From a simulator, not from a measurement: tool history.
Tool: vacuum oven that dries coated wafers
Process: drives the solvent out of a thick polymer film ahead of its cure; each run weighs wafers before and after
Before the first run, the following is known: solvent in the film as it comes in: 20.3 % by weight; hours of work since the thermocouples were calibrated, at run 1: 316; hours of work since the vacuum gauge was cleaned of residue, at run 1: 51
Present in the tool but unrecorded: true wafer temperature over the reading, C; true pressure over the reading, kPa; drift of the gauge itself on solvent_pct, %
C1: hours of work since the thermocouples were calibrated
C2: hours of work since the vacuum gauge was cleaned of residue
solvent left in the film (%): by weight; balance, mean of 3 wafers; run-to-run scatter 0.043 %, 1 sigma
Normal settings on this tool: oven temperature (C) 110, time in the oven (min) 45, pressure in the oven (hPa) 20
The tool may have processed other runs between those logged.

Run 1, day 0: usual settings; C1 316; C2 51. Result: solvent left in the film (%) 5.09.
Run 2, day 0.646: usual settings but pressure in the oven (hPa) 33.3; C1 328; C2 63. Result: solvent left in the film (%) 5.6.
Run 3, day 1.646: usual settings; C1 346; C2 81. Result: solvent left in the film (%) 5.18.
Run 4, day 2.912: usual settings; C1 370; C2 105. Result: solvent left in the film (%) 5.13.
Run 5, day 3.471: usual settings; C1 380; C2 115. Result: solvent left in the film (%) 5.12.
Run 6, day 4.371: usual settings; C1 397; C2 132. Result: solvent left in the film (%) 5.1.
Run 7, day 5.329: usual settings; C1 415; C2 150. Result: solvent left in the film (%) 5.06.
Run 8, day 6.108: usual settings; C1 429; C2 164. Result: solvent left in the film (%) 5.13.
Run 9, day 6.917: usual settings; C1 444; C2 179. Result: solvent left in the film (%) 5.09.
At day 7.092: vacuum gauge cleaned of residue and calibrated.
Run 10, day 7.829: usual settings; C1 460; C2 14. Result: solvent left in the film (%) 5.12.
Run 11, day 8.633: usual settings; C1 475; C2 29. Result: solvent left in the film (%) 5.22.
Run 12, day 9.833: usual settings; C1 497; C2 51. Result: solvent left in the film (%) 5.25.
Run 13, day 11.088: usual settings; C1 520; C2 74. Result: solvent left in the film (%) 5.27.
At day 11.446: vacuum gauge cleaned of residue and calibrated, once more.
Run 14, day 12.142: usual settings; C1 539; C2 13. Result: solvent left in the film (%) 5.15.
Run 15, day 13.179: usual settings but oven temperature (C) 99; C1 558; C2 32. Result: solvent left in the film (%) 8.29.
Run 16, day 14.467: usual settings but oven temperature (C) 99; C1 582; C2 56. Result: solvent left in the film (%) 8.21.
Run 17, day 15.05: usual settings but oven temperature (C) 99; C1 593; C2 67. Result: solvent left in the film (%) 8.17.
Run 18, day 16.288: usual settings but time in the oven (min) 74, pressure in the oven (hPa) 53.7; C1 615; C2 90. Result: solvent left in the film (%) 4.05.
Run 19, day 17.346: usual settings but oven temperature (C) 104; C1 635; C2 109. Result: solvent left in the film (%) 6.83.
Run 20, day 18.096: usual settings but oven temperature (C) 104; C1 649; C2 123. Result: solvent left in the film (%) 6.92.
Run 21, day 18.775: usual settings but oven temperature (C) 104; C1 662; C2 136. Result: solvent left in the film (%) 6.8.
Run 22, day 19.771: usual settings but oven temperature (C) 104, time in the oven (min) 30, pressure in the oven (hPa) 18.1; C1 680; C2 154. Result: solvent left in the film (%) 8.98.

Run 23 is up next; what results do you expect?
Run 23, day 20.858: usual settings but oven temperature (C) 104, time in the oven (min) 30, pressure in the oven (hPa) 18.1; C1 700; C2 174. Result: solvent left in the film (%) ?.

{"run 23": {"solvent left in the film (%)": 9.09}}
With the hidden condition absent and the run-to-run variation left alone, this run would have shown solvent left in the film (%) 8.8.
